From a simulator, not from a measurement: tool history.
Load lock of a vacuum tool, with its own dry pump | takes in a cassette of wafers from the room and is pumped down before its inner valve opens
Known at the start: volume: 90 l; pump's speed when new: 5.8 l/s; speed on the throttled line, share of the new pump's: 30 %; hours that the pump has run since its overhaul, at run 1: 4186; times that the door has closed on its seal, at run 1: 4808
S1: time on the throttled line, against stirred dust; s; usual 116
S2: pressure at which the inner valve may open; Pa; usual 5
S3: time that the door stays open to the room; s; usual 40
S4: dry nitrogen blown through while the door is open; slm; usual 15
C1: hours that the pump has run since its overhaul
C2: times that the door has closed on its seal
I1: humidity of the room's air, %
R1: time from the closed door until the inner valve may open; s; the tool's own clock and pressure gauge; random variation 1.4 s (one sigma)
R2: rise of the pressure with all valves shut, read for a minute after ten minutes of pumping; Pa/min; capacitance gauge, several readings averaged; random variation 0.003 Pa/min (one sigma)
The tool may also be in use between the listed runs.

{"run": 1, "hour": 0.0, "S1": 116, "S2": 5, "S3": 40, "S4": 15, "C1": 4186, "C2": 4808, "I1": 45.5, "R1": 240.4, "R2": 0.046}
{"run": 2, "hour": 323.3, "S1": 116, "S2": 5, "S3": 40, "S4": 15, "C1": 4509, "C2": 5581, "I1": 41.7, "R1": 241.3, "R2": 0.052}
{"run": 3, "hour": 676.5, "S1": 62, "S2": 5, "S3": 40, "S4": 15, "C1": 4862, "C2": 6426, "I1": 44.5, "R1": 206.1, "R2": 0.073}
{"run": 4, "hour": 958.8, "S1": 62, "S2": 5, "S3": 40, "S4": 5, "C1": 5144, "C2": 7101, "I1": 45.3, "R1": 207.6, "R2": 0.074}
{"run": 5, "hour": 1224.7, "S1": 116, "S2": 5, "S3": 40, "S4": 15, "C1": 5410, "C2": 7737, "I1": 45.2, "R1": 245.7, "R2": 0.081}
{"run": 6, "hour": 1585.2, "S1": 116, "S2": 5, "S3": 40, "S4": 15, "C1": 5771, "C2": 8599, "I1": 48.4, "R1": 242.4, "R2": 0.091}
{"run": 7, "hour": 1775.6, "S1": 116, "S2": 5, "S3": 73, "S4": 15, "C1": 5961, "C2": 9054, "I1": 46.3, "R1": 246.4, "R2": 0.107}
{"run": 8, "hour": 2000.6, "S1": 116, "S2": 5, "S3": 73, "S4": 15, "C1": 6186, "C2": 9592, "I1": 48.3, "R1": 243.3, "R2": 0.111}
{"run": 9, "hour": 2215.1, "S1": 116, "S2": 5, "S3": 40, "S4": 8, "C1": 6401, "C2": 10105, "I1": 43.2, "R1": 245.7, "R2": 0.112}
{"run": 10, "hour": 2472.6, "S1": 116, "S2": 5, "S3": 40, "S4": 15, "C1": 6658, "C2": 10721, "I1": 44, "R1": 244.1, "R2": 0.119}
{"run": 11, "hour": 2805.5, "S1": 116, "S2": 5, "S3": 40, "S4": 15, "C1": 6991, "C2": 11518, "I1": 46.1, "R1": 245.5, "R2": 0.129}
{"run": 12, "hour": 3074.5, "S1": 162, "S2": 5, "S3": 40, "S4": 15, "C1": 7260, "C2": 12161, "I1": 44.2, "R1": 280.6, "R2": 0.141}
{"run": 13, "hour": 3272.4, "S1": 116, "S2": 8, "S3": 40, "S4": 15, "C1": 7458, "C2": 12634, "I1": 46.3, "R1": 240.1, "R2": 0.145}
{"run": 14, "hour": 3447.3, "S1": 161, "S2": 8, "S3": 34, "S4": 15, "C1": 7633, "C2": 13052, "I1": 47.7, "R1": 270.5, "R2": 0.158}
{"run": 15, "hour": 3604.0, "S1": 161, "S2": 8, "S3": 34, "S4": 15, "C1": 7790, "C2": 13427, "I1": 45.5, "R1": 268.5, "R2": 0.167}
{"run": 16, "hour": 3763.1, "S1": 214, "S2": 8, "S3": 40, "S4": 15, "C1": 7949, "C2": 13808, "I1": 45.5, "R1": 310.1, "R2": 0.163}
{"run": 17, "hour": 4054.2, "S1": 214, "S2": 8, "S3": 40, "S4": 15, "C1": 8240, "C2": 14504, "I1": 47.7, "R1": 305.6, "R2": 0.183}
{"run": 18, "hour": 4240.2, "S1": 214, "S2": 8, "S3": 40, "S4": 15, "C1": 8426, "C2": 14949, "I1": 46.7, "R1": 308.4, "R2": 0.188}
{"run": 19, "hour": 4402.7, "S1": 71, "S2": 6, "S3": 118, "S4": 4, "C1": 8588, "C2": 15337, "I1": 49.8, "R1": 217.8, "R2": 0.22}
{"run": 20, "hour": 4574.3, "S1": 190, "S2": 7, "S3": 27, "S4": 14, "C1": 8760, "C2": 15748, "I1": 43.9, "R1": 296.3, "R2": 0.194}
{"run": 21, "hour": 4864.8, "S1": 205, "S2": 7, "S3": 183, "S4": 23, "C1": 9050, "C2": 16443, "I1": 43.2, "R1": 306.1, "R2": 0.238}
{"run": 22, "hour": 5236.4, "S1": 59, "S2": 4, "S3": 40, "S4": 8, "C1": 9422, "C2": 17332, "I1": 47, "R1": 222.1, "R2": 0.227}
{"run": 23, "hour": 5564.8, "S1": 103, "S2": 5, "S3": 40, "S4": 15, "C1": 9751, "C2": 18117, "I1": 44.2, "R1": 244.7, "R2": 0.248}
{"run": 24, "hour": 5739.4, "S1": 217, "S2": 5, "S3": 40, "S4": 15, "C1": 9925, "C2": 18534, "I1": 45.8, "R1": 320, "R2": 0.252}

4 ways to go on from here, each from the tool as it stands after run 24. What would each give?
{"run": "A", "hour": 5987.7, "S1": 116, "S2": 8, "S3": 40, "S4": 7, "C1": 10173, "C2": 19128, "I1": 46.2, "R1": "?", "R2": "?"}
{"run": "B", "hour": 5987.7, "S1": 110, "S2": 5, "S3": 57, "S4": 15, "C1": 10173, "C2": 19128, "I1": 44.9, "R1": "?", "R2": "?"}
{"run": "C", "hour": 5987.7, "S1": 113, "S2": 5, "S3": 70, "S4": 15, "C1": 10173, "C2": 19128, "I1": 47.7, "R1": "?", "R2": "?"}
{"run": "D", "hour": 5987.7, "S1": 217, "S2": 5, "S3": 40, "S4": 28, "C1": 10173, "C2": 19128, "I1": 46.5, "R1": "?", "R2": "?"}

run=A R1=247.7 R2=0.272
run=B R1=250.7 R2=0.266
run=C R1=253.2 R2=0.277
run=D R1=324.2 R2=0.256
Without the tool's hidden state the same runs would have given:
run=A R1=229.6 R2=0.026
run=B R1=230.9 R2=0.02
run=C R1=233.5 R2=0.028
run=D R1=309.6 R2=0.009
